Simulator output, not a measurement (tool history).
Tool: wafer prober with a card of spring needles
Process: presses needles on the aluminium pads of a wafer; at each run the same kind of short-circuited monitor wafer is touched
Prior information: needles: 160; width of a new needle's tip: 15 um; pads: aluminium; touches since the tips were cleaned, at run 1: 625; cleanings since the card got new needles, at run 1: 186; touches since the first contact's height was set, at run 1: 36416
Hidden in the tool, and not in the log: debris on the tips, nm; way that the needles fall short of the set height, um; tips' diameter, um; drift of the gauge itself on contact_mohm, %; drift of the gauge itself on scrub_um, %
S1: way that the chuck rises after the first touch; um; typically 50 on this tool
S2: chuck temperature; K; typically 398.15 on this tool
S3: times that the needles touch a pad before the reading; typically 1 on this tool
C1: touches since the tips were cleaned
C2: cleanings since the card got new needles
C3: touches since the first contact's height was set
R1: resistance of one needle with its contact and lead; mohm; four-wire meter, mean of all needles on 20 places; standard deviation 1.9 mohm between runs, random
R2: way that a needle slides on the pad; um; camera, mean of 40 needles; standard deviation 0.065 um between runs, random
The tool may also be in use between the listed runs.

run	day	S1	S2	S3	C1	C2	C3	R1	R2
1	0	50	398.15	1	625	186	36416	249	13.29
# day 0.479: tips cleaned on abrasive film
# day 0.967: tips cleaned on abrasive film
# day 1.558: tips cleaned on abrasive film
# day 2.079: tips cleaned on abrasive film
2	2.079	50	398.15	1	0	190	57615	229	13.19
# day 2.679: tips cleaned on abrasive film
# day 3.279: tips cleaned on abrasive film
# day 3.762: tips cleaned on abrasive film
# day 4.354: tips cleaned on abrasive film
3	4.525	34	398.15	1	1737	194	82612	400	8.86
# day 4.775: height of the first contact set anew
# day 4.9: tips cleaned on abrasive film
# day 5.383: tips cleaned on abrasive film
4	5.642	41	398.15	1	2640	196	8811	362	11.05
# day 5.883: tips cleaned on abrasive film
# day 6.471: tips cleaned on abrasive film
# day 6.958: tips cleaned on abrasive film
5	7.254	50	398.15	1	3044	199	25267	339	13.42
# day 7.496: tips cleaned on abrasive film
# day 8.1: tips cleaned on abrasive film
# day 8.6: card fitted with new needles
# day 9.183: tips cleaned on abrasive film
# day 9.788: tips cleaned on abrasive film
6	9.846	50	398.15	1	601	2	12717	226	13.41
# day 10.317: tips cleaned on abrasive film
# day 10.8: tips cleaned on abrasive film
# day 11.396: tips cleaned on abrasive film
7	11.808	50	398.15	1	4236	5	32801	290	13.34
# day 11.929: tips cleaned on abrasive film
# day 12.521: tips cleaned on abrasive film
# day 13.004: tips cleaned on abrasive film
# day 13.608: tips cleaned on abrasive film
8	13.808	50	398.15	1	2067	9	53199	259	13.29
# day 14.171: tips cleaned on abrasive film
# day 14.658: tips cleaned on abrasive film
# day 15.262: tips cleaned on abrasive film
# day 15.862: tips cleaned on abrasive film
9	15.879	43	398.15	1	150	13	74330	225	11.34
# day 16.362: tips cleaned on abrasive film
# day 16.846: tips cleaned on abrasive film
# day 16.979: height of the first contact set anew
# day 17.462: tips cleaned on abrasive film
10	17.638	60	398.15	1	1806	16	6742	233	16.31
# day 17.992: tips cleaned on abrasive film
# day 18.596: tips cleaned on abrasive film
# day 19.196: tips cleaned on abrasive film
# day 19.8: tips cleaned on abrasive film
11	20.096	50	398.15	1	3036	20	31860	278	13.46
# day 20.342: tips cleaned on abrasive film
# day 20.942: tips cleaned on abrasive film
# day 21.533: tips cleaned on abrasive film
# day 22.125: tips cleaned on abrasive film
# day 22.662: tips cleaned on abrasive film
12	22.662	33	398.15	1	0	25	58048	232	8.63
# day 23.267: tips cleaned on abrasive film
# day 23.871: tips cleaned on abrasive film
13	24.071	54	398.15	1	2071	27	72460	249	14.39
# day 24.438: tips cleaned on abrasive film
# day 25.038: tips cleaned on abrasive film
# day 25.288: height of the first contact set anew
# day 25.65: tips cleaned on abrasive film
14	25.838	51	337.15	1	1930	30	5584	253	13.95
# day 26.2: tips cleaned on abrasive film
# day 26.804: tips cleaned on abrasive film
15	27.079	50	310.15	2	2849	32	18305	227	13.39
# day 27.325: tips cleaned on abrasive film
# day 27.912: tips cleaned on abrasive film
# day 28.504: tips cleaned on abrasive film
# day 28.988: tips cleaned on abrasive film
16	29.45	66	310.15	2	4738	36	42509	225	17.66
# day 29.575: tips cleaned on abrasive film
# day 30.158: tips cleaned on abrasive film
# day 30.642: tips cleaned on abrasive film
# day 31.246: tips cleaned on abrasive film
# day 31.729: tips cleaned on abrasive film
17	31.904	66	310.15	2	1785	41	67530	201	17.66
# day 32.267: tips cleaned on abrasive film
# day 32.867: tips cleaned on abrasive film
# day 33.462: tips cleaned on abrasive film
# day 33.717: height of the first contact set anew
# day 33.958: tips cleaned on abrasive film
18	34.075	61	327.15	1	1204	45	3672	210	16.44
# day 34.554: tips cleaned on abrasive film
# day 35.038: tips cleaned on abrasive film
# day 35.525: tips cleaned on abrasive film
# day 36.117: tips cleaned on abrasive film
19	36.492	39	393.15	1	3836	49	28346	357	10.34
# day 36.617: tips cleaned on abrasive film
# day 37.212: tips cleaned on abrasive film
# day 37.792: tips cleaned on abrasive film
20	37.975	39	393.15	1	1905	52	43489	307	10.26
# day 38.338: tips cleaned on abrasive film
# day 38.933: tips cleaned on abrasive film
# day 39.529: tips cleaned on abrasive film
# day 40.133: tips cleaned on abrasive film
21	40.312	39	393.15	3	1859	56	67363	251	10.24
# day 40.675: tips cleaned on abrasive film
# day 41.162: tips cleaned on abrasive film
# day 41.762: tips cleaned on abrasive film
# day 42.138: height of the first contact set anew
# day 42.262: tips cleaned on abrasive film
22	42.683	50	346.15	2	4354	60	5588	261	13.53
# day 42.808: tips cleaned on abrasive film
# day 43.412: tips cleaned on abrasive film
# day 44.008: tips cleaned on abrasive film
# day 44.492: tips cleaned on abrasive film
23	44.942	50	346.15	2	4649	64	28665	261	13.54
# day 45.067: tips cleaned on abrasive film
# day 45.671: tips cleaned on abrasive film
# day 46.25: tips cleaned on abrasive film
24	46.275	50	337.15	1	272	67	42233	207	13.44
# day 46.738: tips cleaned on abrasive film
# day 47.221: tips cleaned on abrasive film
# day 47.779: tips cleaned on abrasive film
25	47.779	50	337.15	1	0	70	57586	195	13.26

Here are 5 independent what-if runs from the current tool condition. What would each one return?
# day 48.362: tips cleaned on abrasive film
# day 48.933: tips cleaned on abrasive film
A	49.004	50	322.15	1	704	72	70093	?	?
# day 48.362: tips cleaned on abrasive film
# day 48.933: tips cleaned on abrasive film
B	49.004	50	360.15	2	704	72	70093	?	?
# day 48.362: tips cleaned on abrasive film
# day 48.933: tips cleaned on abrasive film
C	49.004	44	398.15	1	704	72	70093	?	?
# day 48.362: tips cleaned on abrasive film
# day 48.933: tips cleaned on abrasive film
D	49.004	64	345.15	2	704	72	70093	?	?
# day 48.362: tips cleaned on abrasive film
# day 48.933: tips cleaned on abrasive film
E	49.004	44	302.15	1	704	72	70093	?	?

run	R1	R2
A	223	13.19
B	214	13.22
C	250	11.59
D	199	16.98
E	234	11.69
Stripped of hidden state, with their random variation kept, the same runs would have yielded:
run	R1	R2
A	183	13.54
B	189	13.57
C	204	11.93
D	183	17.33
E	182	12.03
